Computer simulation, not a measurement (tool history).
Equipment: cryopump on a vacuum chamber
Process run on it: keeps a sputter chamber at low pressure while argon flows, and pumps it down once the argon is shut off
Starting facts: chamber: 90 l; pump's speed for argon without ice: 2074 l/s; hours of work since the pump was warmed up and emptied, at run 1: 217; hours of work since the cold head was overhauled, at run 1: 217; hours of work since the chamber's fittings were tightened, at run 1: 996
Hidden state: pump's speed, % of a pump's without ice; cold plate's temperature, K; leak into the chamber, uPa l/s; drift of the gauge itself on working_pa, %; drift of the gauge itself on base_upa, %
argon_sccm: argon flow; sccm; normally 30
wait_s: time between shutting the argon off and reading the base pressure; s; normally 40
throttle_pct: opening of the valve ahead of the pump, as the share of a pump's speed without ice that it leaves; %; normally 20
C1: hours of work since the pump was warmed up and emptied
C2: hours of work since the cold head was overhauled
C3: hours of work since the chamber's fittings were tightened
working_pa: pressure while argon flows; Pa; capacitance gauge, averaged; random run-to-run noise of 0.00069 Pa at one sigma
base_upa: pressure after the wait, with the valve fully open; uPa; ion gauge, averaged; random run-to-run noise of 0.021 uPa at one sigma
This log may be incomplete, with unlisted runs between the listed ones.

Run 1, hour 0.0: usual settings; C1 217; C2 217; C3 996. Result: working_pa 0.1265 Pa, base_upa 1.58 uPa.
Run 2, hour 12.7: usual settings; C1 224; C2 224; C3 1003. Result: working_pa 0.1276 Pa, base_upa 1.60 uPa.
Run 3, hour 28.2: usual settings; C1 234; C2 234; C3 1013. Result: working_pa 0.1264 Pa, base_upa 1.58 uPa.
Run 4, hour 40.4: usual settings but throttle_pct 38 %; C1 241; C2 241; C3 1020. Result: working_pa 0.0687 Pa, base_upa 1.64 uPa.
Run 5, hour 52.5: usual settings but wait_s 106 s; C1 248; C2 248; C3 1027. Result: working_pa 0.1267 Pa, base_upa 0.82 uPa.
Run 6, hour 66.8: usual settings but throttle_pct 25 %; C1 257; C2 257; C3 1036. Result: working_pa 0.1031 Pa, base_upa 1.59 uPa.
Run 7, hour 77.7: usual settings but wait_s 68 s; C1 263; C2 263; C3 1043. Result: working_pa 0.1279 Pa, base_upa 1.07 uPa.
Run 8, hour 88.4: usual settings; C1 270; C2 270; C3 1049. Result: working_pa 0.1268 Pa, base_upa 1.61 uPa.
Run 9, hour 97.1: usual settings; C1 275; C2 275; C3 1054. Result: working_pa 0.1286 Pa, base_upa 1.62 uPa.
Run 10, hour 110.9: usual settings but throttle_pct 15 %; C1 283; C2 283; C3 1063. Result: working_pa 0.1679 Pa, base_upa 1.64 uPa.
Run 11, hour 122.6: usual settings but argon_sccm 39 sccm, throttle_pct 57 %; C1 291; C2 291; C3 1070. Result: working_pa 0.0639 Pa, base_upa 1.61 uPa.
Run 12, hour 136.3: usual settings but argon_sccm 12 sccm, wait_s 104 s, throttle_pct 57 %; C1 299; C2 299; C3 1078. Result: working_pa 0.0192 Pa, base_upa 0.81 uPa.
Run 13, hour 143.9: usual settings but argon_sccm 12 sccm, wait_s 104 s, throttle_pct 57 %; C1 303; C2 303; C3 1083. Result: working_pa 0.0192 Pa, base_upa 0.85 uPa.
Run 14, hour 157.6: usual settings but argon_sccm 12 sccm, wait_s 104 s, throttle_pct 57 %; C1 312; C2 312; C3 1091. Result: working_pa 0.0201 Pa, base_upa 0.84 uPa.
Run 15, hour 170.2: usual settings but argon_sccm 15 sccm, wait_s 104 s, throttle_pct 57 %; C1 319; C2 319; C3 1099. Result: working_pa 0.0240 Pa, base_upa 0.85 uPa.
Run 16, hour 178.3: usual settings but argon_sccm 15 sccm, wait_s 154 s, throttle_pct 42 %; C1 324; C2 324; C3 1103. Result: working_pa 0.0324 Pa, base_upa 0.66 uPa.
Run 17, hour 187.8: usual settings but wait_s 235 s, throttle_pct 54 %; C1 330; C2 330; C3 1109. Result: working_pa 0.0531 Pa, base_upa 0.55 uPa.
Run 18, hour 200.9: usual settings but argon_sccm 57 sccm, throttle_pct 59 %; C1 338; C2 338; C3 1117. Result: working_pa 0.0923 Pa, base_upa 1.64 uPa.

Branching from run 18: 3 alternative next runs. What would each branch give?
Run A, hour 208.2: usual settings but argon_sccm 57 sccm, wait_s 50 s, throttle_pct 44 %; C1 342; C2 342; C3 1121. Result: working_pa ?, base_upa ?.
Run B, hour 208.2: usual settings but argon_sccm 25 sccm, wait_s 25 s, throttle_pct 28 %; C1 342; C2 342; C3 1121. Result: working_pa ?, base_upa ?.
Run C, hour 208.2: usual settings but argon_sccm 57 sccm, throttle_pct 26 %; C1 342; C2 342; C3 1121. Result: working_pa ?, base_upa ?.

run  working_pa  base_upa
  A      0.1192      1.40
  B      0.0789      2.42
  C      0.1926      1.65
Take away the tool's hidden state, keep each run's random variation, and the runs would have read:
run  working_pa  base_upa
  A      0.1053      1.17
  B      0.0728      2.19
  C      0.1786      1.42

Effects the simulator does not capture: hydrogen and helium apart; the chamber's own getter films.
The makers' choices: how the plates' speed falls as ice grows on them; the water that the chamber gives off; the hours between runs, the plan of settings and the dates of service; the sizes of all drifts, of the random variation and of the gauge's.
